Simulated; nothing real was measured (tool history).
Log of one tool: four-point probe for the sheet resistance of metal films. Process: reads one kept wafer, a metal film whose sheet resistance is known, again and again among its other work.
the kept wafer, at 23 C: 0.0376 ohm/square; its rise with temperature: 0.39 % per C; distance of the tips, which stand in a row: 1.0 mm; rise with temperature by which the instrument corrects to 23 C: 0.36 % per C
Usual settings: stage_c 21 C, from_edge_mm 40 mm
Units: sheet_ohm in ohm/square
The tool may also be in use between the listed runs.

run	hour	stage_c	from_edge_mm	sheet_ohm
1	0.0	21	40	0.037880
2	29.5	21	40	0.037869
3	59.3	21	40	0.037862
4	99.2	21	70	0.037853
5	134.5	21	40	0.037870
6	175.9	21	40	0.037862
7	202.8	21	40	0.037877
8	238.2	21	40	0.037875
9	276.5	21	40	0.037878
10	320.4	25	40	0.037926
11	339.4	25	40	0.037913
12	372.9	24	6	0.038460
13	400.8	35	4	0.039235
14	443.1	22	40	0.037906
15	484.9	22	40	0.037900
16	526.7	27	3	0.040065
17	562.7	23	4	0.039155
18	598.2	23	4	0.039145
19	632.5	25	28	0.037968
20	672.6	20	28	0.037907
21	709.8	20	6	0.038439

4 ways to go on from here, each from the tool as it stands after run 21. What would each give?
A	754.5	21	61	?
B	754.5	28	60	?
C	754.5	26	9	?
D	754.5	26	69	?

run	sheet_ohm
A	0.037886
B	0.037973
C	0.038205
D	0.037946
Without the tool's hidden state the same runs would have given:
run	sheet_ohm
A	0.037566
B	0.037655
C	0.037885
D	0.037628
